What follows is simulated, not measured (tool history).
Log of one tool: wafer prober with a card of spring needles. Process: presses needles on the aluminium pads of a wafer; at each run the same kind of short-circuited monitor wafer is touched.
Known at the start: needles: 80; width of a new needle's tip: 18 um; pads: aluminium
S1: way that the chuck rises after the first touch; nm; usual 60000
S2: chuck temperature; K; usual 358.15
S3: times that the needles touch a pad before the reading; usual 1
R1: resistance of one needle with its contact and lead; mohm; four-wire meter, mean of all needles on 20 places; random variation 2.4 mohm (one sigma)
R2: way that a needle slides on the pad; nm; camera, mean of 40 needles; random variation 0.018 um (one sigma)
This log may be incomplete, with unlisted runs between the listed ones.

Run 1, day 0: usual settings. Result: R1 273 mohm, R2 9110 nm.
At day 0.075: tips cleaned on abrasive film.
At day 0.358: tips cleaned on abrasive film.
At day 0.712: tips cleaned on abrasive film.
Run 2, day 0.825: usual settings. Result: R1 273 mohm, R2 9110 nm.
At day 1.042: tips cleaned on abrasive film.
At day 1.325: tips cleaned on abrasive film.
At day 1.683: tips cleaned on abrasive film.
At day 1.967: tips cleaned on abrasive film.
At day 2.321: tips cleaned on abrasive film.
Run 3, day 2.367: usual settings. Result: R1 272 mohm, R2 9110 nm.
At day 2.654: tips cleaned on abrasive film.
At day 2.938: tips cleaned on abrasive film.
At day 3.225: tips cleaned on abrasive film.
Run 4, day 3.429: usual settings but S2 345.15 K. Result: R1 269 mohm, R2 9110 nm.
At day 3.575: tips cleaned on abrasive film.
At day 3.929: tips cleaned on abrasive film.
At day 4.283: tips cleaned on abrasive film.
At day 4.296: height of the first contact set anew.
Run 5, day 4.462: usual settings but S3 2. Result: R1 276 mohm, R2 9120 nm.
At day 4.608: tips cleaned on abrasive film.
At day 4.896: tips cleaned on abrasive film.
At day 5.25: tips cleaned on abrasive film.
At day 5.533: tips cleaned on abrasive film.
At day 5.888: tips cleaned on abrasive film.
At day 6.175: tips cleaned on abrasive film.
Run 6, day 6.371: usual settings. Result: R1 272 mohm, R2 9100 nm.
At day 6.512: tips cleaned on abrasive film.
At day 6.867: tips cleaned on abrasive film.
At day 7.154: tips cleaned on abrasive film.
At day 7.508: tips cleaned on abrasive film.
At day 7.862: tips cleaned on abrasive film.
Run 7, day 8.05: usual settings. Result: R1 272 mohm, R2 9100 nm.
At day 8.196: tips cleaned on abrasive film.
At day 8.55: tips cleaned on abrasive film.
At day 8.838: tips cleaned on abrasive film.
Run 8, day 9.012: usual settings. Result: R1 276 mohm, R2 9080 nm.
At day 9.158: tips cleaned on abrasive film.
At day 9.512: tips cleaned on abrasive film.
At day 9.867: tips cleaned on abrasive film.
At day 10.154: tips cleaned on abrasive film.
At day 10.508: tips cleaned on abrasive film.
At day 10.792: tips cleaned on abrasive film.
Run 9, day 10.925: usual settings. Result: R1 272 mohm, R2 9070 nm.
At day 11.142: tips cleaned on abrasive film.
At day 11.425: tips cleaned on abrasive film.
At day 11.783: tips cleaned on abrasive film.
Run 10, day 12.062: usual settings. Result: R1 280 mohm, R2 9060 nm.
At day 12.138: tips cleaned on abrasive film.
At day 12.492: tips cleaned on abrasive film.
At day 12.846: tips cleaned on abrasive film.
Run 11, day 12.883: usual settings but S1 75000 nm. Result: R1 277 mohm, R2 11280 nm.
At day 13.167: tips cleaned on abrasive film.
At day 13.521: tips cleaned on abrasive film.
At day 13.808: tips cleaned on abrasive film.
At day 14.092: tips cleaned on abrasive film.
At day 14.446: tips cleaned on abrasive film.
At day 14.754: tips cleaned on abrasive film.
Run 12, day 14.754: usual settings but S1 75000 nm. Result: R1 272 mohm, R2 11310 nm.
At day 15.108: tips cleaned on abrasive film.
At day 15.262: height of the first contact set anew.
At day 15.408: tips cleaned on abrasive film.
At day 15.762: tips cleaned on abrasive film.
At day 16.046: tips cleaned on abrasive film.
At day 16.4: tips cleaned on abrasive film.
Run 13, day 16.65: usual settings but S1 41000 nm, S2 313.15 K, S3 3. Result: R1 266 mohm, R2 6150 nm.
At day 16.725: tips cleaned on abrasive film.
At day 17.008: tips cleaned on abrasive film.
At day 17.296: tips cleaned on abrasive film.
Run 14, day 17.546: usual settings but S1 59000 nm, S2 303.15 K. Result: R1 259 mohm, R2 8880 nm.
At day 17.621: tips cleaned on abrasive film.
At day 17.975: tips cleaned on abrasive film.
At day 18.329: tips cleaned on abrasive film.
At day 18.683: tips cleaned on abrasive film.
At day 18.971: tips cleaned on abrasive film.
At day 19.325: tips cleaned on abrasive film.
Run 15, day 19.4: usual settings but S1 64000 nm, S2 391.15 K, S3 3. Result: R1 287 mohm, R2 9570 nm.
At day 19.617: tips cleaned on abrasive film.
At day 19.971: tips cleaned on abrasive film.
At day 20.254: tips cleaned on abrasive film.
Run 16, day 20.533: usual settings but S1 80000 nm, S2 321.15 K, S3 3. Result: R1 265 mohm, R2 11980 nm.
At day 20.608: tips cleaned on abrasive film.
At day 20.962: tips cleaned on abrasive film.
At day 21.317: tips cleaned on abrasive film.
At day 21.604: tips cleaned on abrasive film.
Run 17, day 21.662: usual settings but S1 55000 nm, S2 394.15 K, S3 3. Result: R1 282 mohm, R2 8210 nm.
At day 21.95: tips cleaned on abrasive film.
At day 22.304: tips cleaned on abrasive film.
At day 22.658: tips cleaned on abrasive film.
At day 22.946: tips cleaned on abrasive film.
At day 23.3: tips cleaned on abrasive film.
Run 18, day 23.542: usual settings but S1 55000 nm, S2 394.15 K, S3 3. Result: R1 286 mohm, R2 8240 nm.
At day 23.617: tips cleaned on abrasive film.
At day 23.971: tips cleaned on abrasive film.
At day 24.325: tips cleaned on abrasive film.
Run 19, day 24.458: usual settings but S1 55000 nm, S2 319.15 K, S3 3. Result: R1 266 mohm, R2 8210 nm.
At day 24.671: tips cleaned on abrasive film.
At day 24.958: tips cleaned on abrasive film.
At day 25.312: tips cleaned on abrasive film.
At day 25.596: tips cleaned on abrasive film.
At day 25.95: tips cleaned on abrasive film.
Run 20, day 26.079: usual settings but S2 361.15 K, S3 3. Result: R1 275 mohm, R2 8950 nm.
At day 26.233: height of the first contact set anew.
At day 26.308: tips cleaned on abrasive film.
At day 26.592: tips cleaned on abrasive film.
At day 26.946: tips cleaned on abrasive film.
At day 27.304: tips cleaned on abrasive film.
At day 27.658: tips cleaned on abrasive film.
At day 28.012: tips cleaned on abrasive film.
Run 21, day 28.05: usual settings but S1 41000 nm, S2 353.15 K, S3 2. Result: R1 280 mohm, R2 6090 nm.
At day 28.333: tips cleaned on abrasive film.
At day 28.692: tips cleaned on abrasive film.
At day 28.975: tips cleaned on abrasive film.
At day 29.183: gauge calibrated.
Run 22, day 29.25: usual settings but S1 41000 nm, S2 353.15 K, S3 2. Result: R1 283 mohm, R2 6220 nm.
At day 29.325: tips cleaned on abrasive film.
At day 29.608: tips cleaned on abrasive film.
At day 29.962: tips cleaned on abrasive film.
At day 30.25: tips cleaned on abrasive film.
Run 23, day 30.308: usual settings but S1 41000 nm, S2 353.15 K. Result: R1 279 mohm, R2 6240 nm.
At day 30.596: tips cleaned on abrasive film.
At day 30.95: tips cleaned on abrasive film.
At day 31.242: tips cleaned on abrasive film.
Run 24, day 31.242: usual settings but S1 75000 nm, S2 361.15 K, S3 2. Result: R1 273 mohm, R2 11370 nm.

Each row is a separate what-if for the run after 24, all from the same tool condition, not one after another. Results?
At day 31.525: tips cleaned on abrasive film.
At day 31.808: tips cleaned on abrasive film.
At day 32.096: tips cleaned on abrasive film.
At day 32.442: tips cleaned on abrasive film.
Run A, day 32.442: usual settings but S3 2. Result: R1 ?, R2 ?.
At day 31.525: tips cleaned on abrasive film.
At day 31.808: tips cleaned on abrasive film.
At day 32.096: tips cleaned on abrasive film.
At day 32.442: tips cleaned on abrasive film.
Run B, day 32.442: usual settings but S1 70000 nm, S2 344.15 K, S3 2. Result: R1 ?, R2 ?.
At day 31.525: tips cleaned on abrasive film.
At day 31.808: tips cleaned on abrasive film.
At day 32.096: tips cleaned on abrasive film.
At day 32.442: tips cleaned on abrasive film.
Run C, day 32.442: usual settings but S1 75000 nm, S2 361.15 K, S3 2. Result: R1 ?, R2 ?.

run   R1     R2
  A  276   9070
  B  269  10630
  C  275  11380
Stripped of hidden state, with their random variation kept, the same runs would have yielded:
run   R1     R2
  A  276   9090
  B  269  10660
  C  275  11400
